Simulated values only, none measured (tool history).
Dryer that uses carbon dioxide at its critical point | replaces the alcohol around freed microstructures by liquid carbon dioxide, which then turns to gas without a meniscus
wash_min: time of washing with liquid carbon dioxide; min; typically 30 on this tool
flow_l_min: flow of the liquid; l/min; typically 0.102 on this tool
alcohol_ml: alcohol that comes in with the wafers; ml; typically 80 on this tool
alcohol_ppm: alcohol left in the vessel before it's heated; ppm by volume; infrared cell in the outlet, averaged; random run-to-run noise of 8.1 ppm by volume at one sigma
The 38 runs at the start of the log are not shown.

run,hour,wash_min,flow_l_min,alcohol_ml,alcohol_ppm
39,587.5,30,0.102,32,469
40,600,38,0.09,32,312
41,611.3,36,0.096,35,312
42,624.4,18,0.121,28,1491
43,641.4,18,0.121,88,4516
# hour 653.6: inlet filter changed
44,656.5,18,0.121,88,2732
45,671.9,24,0.082,28,1348
46,682.5,28,0.102,80,784

Below are 3 alternative next runs, each starting from the tool's condition after run 46. Predict each:
A,695.6,28,0.096,80,?
B,695.6,30,0.093,89,?
C,695.6,30,0.073,101,?

run,alcohol_ppm
A,1025
B,969
C,3150
Had the tool no hidden state, the same runs would have come out as:
run,alcohol_ppm
A,851
B,791
C,2895
